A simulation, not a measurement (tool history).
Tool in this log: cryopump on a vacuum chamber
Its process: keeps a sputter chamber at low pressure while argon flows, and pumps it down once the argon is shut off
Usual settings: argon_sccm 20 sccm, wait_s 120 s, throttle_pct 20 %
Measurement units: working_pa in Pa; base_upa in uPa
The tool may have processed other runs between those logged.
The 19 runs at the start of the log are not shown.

| run | hour | argon_sccm | wait_s | throttle_pct | working_pa | base_upa |
|---|---|---|---|---|---|---|
| 20 | 308.7 | 23 | 120 | 40 | 0.0689 | 1.95 |
| 21 | 323.6 | 23 | 42 | 29 | 0.0948 | 3.02 |
| 22 | 335.6 | 20 | 21 | 20 | 0.1189 | 4.63 |
| 23 | 355.2 | 30 | 120 | 17 | 0.2087 | 2.06 |
| 24 | 371.1 | 9 | 47 | 23 | 0.0464 | 2.87 |
| 25 | 393.5 | 37 | 267 | 20 | 0.223 | 1.69 |
| 26 | 407.1 | 37 | 201 | 45 | 0.1012 | 1.8 |
| 27 | 420.5 | 11 | 120 | 33 | 0.0399 | 2.04 |
| 28 | 433 | 11 | 105 | 46 | 0.0287 | 2.12 |
| 29 | 451 | 28 | 105 | 37 | 0.0927 | 2.13 |
| 30 | 471.8 | 35 | 270 | 26 | 0.1615 | 1.79 |
| 31 | 485 | 20 | 20 | 22 | 0.1097 | 4.82 |
| 32 | 498.1 | 23 | 120 | 20 | 0.1382 | 2.09 |
| 33 | 507.8 | 40 | 133 | 23 | 0.2093 | 2.01 |
| 34 | 518.5 | 40 | 133 | 23 | 0.2087 | 1.99 |

Branching from run 34: 4 alternative next runs. What would each branch give?
| A | 532.3 | 8 | 174 | 23 | ? | ? |
| B | 532.3 | 40 | 95 | 16 | ? | ? |
| C | 532.3 | 40 | 26 | 23 | ? | ? |
| D | 532.3 | 25 | 120 | 20 | ? | ? |

| run | working_pa | base_upa |
|---|---|---|
| A | 0.0424 | 1.87 |
| B | 0.2982 | 2.22 |
| C | 0.2095 | 4.17 |
| D | 0.1494 | 2.11 |
What these runs would have given with no unlogged condition in the tool:
| run | working_pa | base_upa |
|---|---|---|
| A | 0.0415 | 0.56 |
| B | 0.2937 | 0.89 |
| C | 0.2049 | 2.82 |
| D | 0.1466 | 0.76 |
